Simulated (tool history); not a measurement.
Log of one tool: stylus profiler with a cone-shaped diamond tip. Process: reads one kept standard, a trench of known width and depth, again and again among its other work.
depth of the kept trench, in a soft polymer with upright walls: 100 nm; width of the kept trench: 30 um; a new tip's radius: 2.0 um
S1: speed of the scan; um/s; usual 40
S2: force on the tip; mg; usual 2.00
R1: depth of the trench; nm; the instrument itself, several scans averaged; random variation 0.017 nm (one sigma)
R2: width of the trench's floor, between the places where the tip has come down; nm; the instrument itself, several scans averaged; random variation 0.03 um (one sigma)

run,day,S1,S2,R1,R2
1,0.000,40,2.00,101.44,28670
2,5.821,40,2.34,101.59,28580
3,8.775,40,2.34,101.59,28600
4,13.146,40,2.55,101.73,28620
5,18.867,40,2.55,101.68,28590
6,24.138,130,2.00,101.48,28300
7,27.262,40,4.29,102.42,28660
8,30.204,40,4.29,102.41,28680
9,35.375,40,4.29,102.40,28650
# day 37.062: new tip fitted, height scale calibrated
10,41.333,20,4.29,102.42,28690
11,45.362,11,1.81,101.38,28690
12,47.858,148,0.79,100.76,27970
13,50.721,148,0.79,100.75,27960
14,54.625,22,1.40,101.12,28600
15,59.075,22,1.40,101.13,28670
16,61.767,22,1.40,101.15,28620
17,66.621,20,2.00,101.41,28640
18,71.229,12,5.53,102.87,28670
19,74.638,40,3.40,102.06,28630
20,77.162,40,3.40,102.05,28610

3 ways to go on from here, each from the tool as it stands after run 20. What would each give?
A,82.233,63,3.40,?,?
B,82.233,22,3.40,?,?
C,82.233,140,2.70,?,?

run,R1,R2
A,102.06,28590
B,102.10,28650
C,101.76,28330
Without the tool's hidden state the same runs would have given:
run,R1,R2
A,102.06,28600
B,102.10,28670
C,101.77,28350
